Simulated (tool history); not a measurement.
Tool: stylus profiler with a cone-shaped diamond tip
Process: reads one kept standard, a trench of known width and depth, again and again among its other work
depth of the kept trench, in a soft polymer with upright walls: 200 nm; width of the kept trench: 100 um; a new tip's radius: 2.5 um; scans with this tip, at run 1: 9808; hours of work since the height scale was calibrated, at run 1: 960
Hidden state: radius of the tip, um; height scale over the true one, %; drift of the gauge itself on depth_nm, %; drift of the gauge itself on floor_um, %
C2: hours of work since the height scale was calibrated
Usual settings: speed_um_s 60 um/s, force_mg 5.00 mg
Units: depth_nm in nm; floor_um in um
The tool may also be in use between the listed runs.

{"run": 1, "hour": 0.0, "speed_um_s": 60, "force_mg": 5.0, "scans with this tip": 9808, "C2": 960, "depth_nm": 205.64, "floor_um": 97.6}
{"run": 2, "hour": 47.3, "speed_um_s": 60, "force_mg": 5.0, "scans with this tip": 10015, "C2": 981, "depth_nm": 205.56, "floor_um": 97.67}
{"run": 3, "hour": 105.9, "speed_um_s": 60, "force_mg": 4.37, "scans with this tip": 10271, "C2": 1006, "depth_nm": 205.22, "floor_um": 97.64}
{"run": 4, "hour": 172.7, "speed_um_s": 60, "force_mg": 4.37, "scans with this tip": 10562, "C2": 1034, "depth_nm": 205.26, "floor_um": 97.57}
{"run": 5, "hour": 212.6, "speed_um_s": 60, "force_mg": 4.37, "scans with this tip": 10736, "C2": 1051, "depth_nm": 205.19, "floor_um": 97.59}
{"run": 6, "hour": 258.4, "speed_um_s": 60, "force_mg": 4.37, "scans with this tip": 10936, "C2": 1071, "depth_nm": 205.38, "floor_um": 97.61}
{"run": 7, "hour": 296.0, "speed_um_s": 60, "force_mg": 14.12, "scans with this tip": 11100, "C2": 1087, "depth_nm": 210.67, "floor_um": 97.69}
{"run": 8, "hour": 357.6, "speed_um_s": 28, "force_mg": 14.12, "scans with this tip": 11369, "C2": 1113, "depth_nm": 210.89, "floor_um": 97.65}
{"run": 9, "hour": 413.3, "speed_um_s": 28, "force_mg": 14.12, "scans with this tip": 11612, "C2": 1137, "depth_nm": 210.73, "floor_um": 97.68}
{"run": 10, "hour": 466.7, "speed_um_s": 28, "force_mg": 14.12, "scans with this tip": 11845, "C2": 1160, "depth_nm": 210.66, "floor_um": 97.7}
{"run": 11, "hour": 516.4, "speed_um_s": 138, "force_mg": 14.12, "scans with this tip": 12062, "C2": 1181, "depth_nm": 210.8, "floor_um": 97.6}
{"run": 12, "hour": 547.6, "speed_um_s": 138, "force_mg": 9.13, "scans with this tip": 12198, "C2": 1194, "depth_nm": 208.31, "floor_um": 97.51}
{"run": 13, "hour": 589.1, "speed_um_s": 138, "force_mg": 9.13, "scans with this tip": 12380, "C2": 1212, "depth_nm": 208.1, "floor_um": 97.44}
{"hour": 592.7, "done": "height scale calibrated on a step standard"}
{"run": 14, "hour": 641.5, "speed_um_s": 138, "force_mg": 9.13, "scans with this tip": 12606, "C2": 21, "depth_nm": 208.84, "floor_um": 97.49}
{"run": 15, "hour": 676.9, "speed_um_s": 51, "force_mg": 3.88, "scans with this tip": 12761, "C2": 36, "depth_nm": 205.31, "floor_um": 97.59}
{"run": 16, "hour": 717.3, "speed_um_s": 51, "force_mg": 3.88, "scans with this tip": 12937, "C2": 53, "depth_nm": 205.41, "floor_um": 97.62}
{"run": 17, "hour": 778.8, "speed_um_s": 60, "force_mg": 9.32, "scans with this tip": 13205, "C2": 80, "depth_nm": 208.73, "floor_um": 97.58}
{"run": 18, "hour": 855.8, "speed_um_s": 60, "force_mg": 2.19, "scans with this tip": 13541, "C2": 112, "depth_nm": 203.87, "floor_um": 97.47}
{"hour": 911.7, "done": "height scale calibrated on a step standard, once more"}
{"run": 19, "hour": 920.5, "speed_um_s": 60, "force_mg": 2.19, "scans with this tip": 13822, "C2": 4, "depth_nm": 203.09, "floor_um": 97.49}
{"run": 20, "hour": 959.2, "speed_um_s": 20, "force_mg": 4.67, "scans with this tip": 13991, "C2": 20, "depth_nm": 204.96, "floor_um": 97.65}
{"run": 21, "hour": 996.1, "speed_um_s": 109, "force_mg": 1.73, "scans with this tip": 14152, "C2": 36, "depth_nm": 202.67, "floor_um": 97.25}
{"run": 22, "hour": 1068.4, "speed_um_s": 109, "force_mg": 1.73, "scans with this tip": 14467, "C2": 67, "depth_nm": 202.5, "floor_um": 97.22}
{"run": 23, "hour": 1136.4, "speed_um_s": 109, "force_mg": 1.73, "scans with this tip": 14764, "C2": 96, "depth_nm": 202.6, "floor_um": 97.2}
{"run": 24, "hour": 1175.7, "speed_um_s": 109, "force_mg": 1.73, "scans with this tip": 14936, "C2": 113, "depth_nm": 202.49, "floor_um": 97.19}
{"run": 25, "hour": 1241.5, "speed_um_s": 36, "force_mg": 2.63, "scans with this tip": 15223, "C2": 141, "depth_nm": 203.52, "floor_um": 97.53}
{"run": 26, "hour": 1307.7, "speed_um_s": 188, "force_mg": 1.69, "scans with this tip": 15511, "C2": 169, "depth_nm": 202.77, "floor_um": 96.83}
{"run": 27, "hour": 1373.2, "speed_um_s": 218, "force_mg": 11.91, "scans with this tip": 15798, "C2": 197, "depth_nm": 209.13, "floor_um": 97.3}
{"run": 28, "hour": 1434.7, "speed_um_s": 15, "force_mg": 13.1, "scans with this tip": 16066, "C2": 223, "depth_nm": 209.67, "floor_um": 97.56}

4 ways to go on from here, each from the tool as it stands after run 28. What would each give?
{"run": "A", "hour": 1479.3, "speed_um_s": 15, "force_mg": 1.79, "scans with this tip": 16261, "C2": 243, "depth_nm": "?", "floor_um": "?"}
{"run": "B", "hour": 1479.3, "speed_um_s": 31, "force_mg": 13.1, "scans with this tip": 16261, "C2": 243, "depth_nm": "?", "floor_um": "?"}
{"run": "C", "hour": 1479.3, "speed_um_s": 162, "force_mg": 6.79, "scans with this tip": 16261, "C2": 243, "depth_nm": "?", "floor_um": "?"}
{"run": "D", "hour": 1479.3, "speed_um_s": 35, "force_mg": 7.21, "scans with this tip": 16261, "C2": 243, "depth_nm": "?", "floor_um": "?"}

run=A depth_nm=202.52 floor_um=97.57
run=B depth_nm=209.94 floor_um=97.63
run=C depth_nm=206.46 floor_um=97.29
run=D depth_nm=206.75 floor_um=97.58
Without the tool's hidden state the same runs would have given:
run=A depth_nm=202.36 floor_um=97.99
run=B depth_nm=209.77 floor_um=98.05
run=C depth_nm=206.30 floor_um=97.71
run=D depth_nm=206.59 floor_um=98.00

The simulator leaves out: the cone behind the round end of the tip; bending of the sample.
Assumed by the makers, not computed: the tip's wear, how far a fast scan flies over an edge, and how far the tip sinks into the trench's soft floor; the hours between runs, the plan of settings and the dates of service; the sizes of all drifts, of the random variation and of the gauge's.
